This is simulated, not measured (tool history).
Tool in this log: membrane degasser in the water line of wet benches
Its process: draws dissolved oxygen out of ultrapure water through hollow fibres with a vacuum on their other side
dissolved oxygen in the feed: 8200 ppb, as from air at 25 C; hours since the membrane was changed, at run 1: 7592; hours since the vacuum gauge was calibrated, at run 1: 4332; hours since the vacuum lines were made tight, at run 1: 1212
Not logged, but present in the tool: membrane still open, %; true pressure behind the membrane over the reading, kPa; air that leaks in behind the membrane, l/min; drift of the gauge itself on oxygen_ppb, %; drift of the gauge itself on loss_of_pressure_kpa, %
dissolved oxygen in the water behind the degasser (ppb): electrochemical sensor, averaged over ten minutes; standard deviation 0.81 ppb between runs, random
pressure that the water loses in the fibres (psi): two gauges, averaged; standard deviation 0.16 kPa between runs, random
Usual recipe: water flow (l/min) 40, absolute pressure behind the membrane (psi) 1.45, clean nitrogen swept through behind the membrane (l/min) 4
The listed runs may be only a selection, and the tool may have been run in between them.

run      day  water flow (l/min)  absolute pressure behind the membrane (psi)  clean nitrogen swept through behind the membrane (l/min)  hours since the membrane was changed  hours since the vacuum gauge was calibrated  hours since the vacuum lines were made tight  dissolved oxygen in the water behind the degasser (ppb)  pressure that the water loses in the fibres (psi)
  1        0                  40                                         1.45                                                         4                                  7592                                         4332                                          1212                                                    177.1                                              4.309
  2    5.612                  40                                         1.45                                                         4                                  7726                                         4467                                          1347                                                    177.8                                              4.283
  3   10.579                  36                                         1.45                                                         4                                  7846                                         4586                                          1466                                                    156.5                                              3.857
  4   15.442                  40                                         1.45                                                      2.41                                  7962                                         4702                                          1583                                                      276                                              4.312
  5   21.054                  40                                         1.45                                                      7.04                                  8097                                         4837                                          1717                                                    109.1                                               4.27
  6   29.608                  40                                         1.45                                                      7.04                                  8302                                         5042                                          1923                                                    109.7                                              4.332
  7   38.775                  40                                         1.45                                                      2.37                                  8522                                         5262                                          2143                                                    282.3                                              4.334
  8   45.767                  40                                         1.45                                                      2.37                                  8690                                         5430                                          2310                                                    280.9                                              4.344
  9   52.104                  40                                         1.45                                                      2.37                                  8842                                         5582                                          2463                                                    282.5                                              4.347
 10   59.508                  40                                         1.45                                                      7.12                                  9020                                         5760                                          2640                                                    109.9                                              4.341
 11   67.471                  40                                         1.55                                                         4                                  9211                                         5951                                          2831                                                    198.3                                              4.357
 12   73.892                  40                                         1.55                                                         4                                  9365                                         6105                                          2985                                                      200                                              4.412
 13   83.442                  40                                         1.55                                                         4                                  9594                                         6334                                          3215                                                    199.8                                              4.371
 14   87.804                  40                                         1.55                                                         4                                  9699                                         6439                                          3319                                                    198.4                                              4.399
 15   96.929                  40                                         1.45                                                     11.77                                  9918                                         6658                                          3538                                                     74.1                                              4.441
 16  100.888                  40                                         1.45                                                     11.77                                 10013                                         6753                                          3633                                                     74.5                                              4.357
 17  110.042                  45                                         2.23                                                      5.45                                 10233                                         6973                                          3853                                                    270.9                                              4.982
 18  118.192                  30                                         2.23                                                     10.15                                 10428                                         7168                                          4049                                                     96.8                                              3.345
     119.012  -- vacuum gauge calibrated
 19  124.833                  30                                         2.23                                                     10.15                                 10587                                          140                                          4208                                                     98.4                                               3.33
     129.692  -- seals of the vacuum lines changed
 20  131.833                  30                                         2.23                                                     10.15                                 10753                                          306                                            51                                                     95.9                                              3.317
 21  135.921                  32                                         2.34                                                      5.93                                 10851                                          404                                           150                                                    180.5                                              3.584
 22  144.504                  36                                         3.42                                                      3.88                                 11057                                          610                                           356                                                      449                                              3.996
 23  153.558                  32                                         3.36                                                         4                                 11275                                          827                                           573                                                    384.7                                              3.558
     155.579  -- membrane cartridge changed
 24  161.992                  26                                         3.35                                                         4                                   154                                         1026                                           771                                                    315.5                                              2.576
 25  168.733                  26                                         3.35                                                         4                                   316                                         1187                                           933                                                    317.6                                              2.572
 26  173.758                  56                                         1.32                                                         4                                   436                                         1308                                          1054                                                      253                                              5.591
      177.75  -- vacuum gauge calibrated, once more
 27   178.75                  40                                         1.45                                                     11.91                                   556                                           24                                          1173                                                     61.8                                              3.991

Predict each of these 3 candidate next runs independently; none follows another, all start after run 27:
  A  184.392                  30                                         2.41                                                      3.46                                   691                                          159                                          1308                                                        ?                                                  ?
  B  184.392                  36                                         2.81                                                      4.98                                   691                                          159                                          1308                                                        ?                                                  ?
  C  184.392                  54                                         1.45                                                      9.38                                   691                                          159                                          1308                                                        ?                                                  ?

run  dissolved oxygen in the water behind the degasser (ppb)  pressure that the water loses in the fibres (psi)
  A                                                    270.8                                              3.007
  B                                                    275.3                                              3.552
  C                                                    126.9                                              5.358
Stripped of hidden state, with their random variation kept, the same runs would have yielded:
run  dissolved oxygen in the water behind the degasser (ppb)  pressure that the water loses in the fibres (psi)
  A                                                    270.3                                              2.983
  B                                                    274.6                                              3.526
  C                                                    125.8                                              5.317
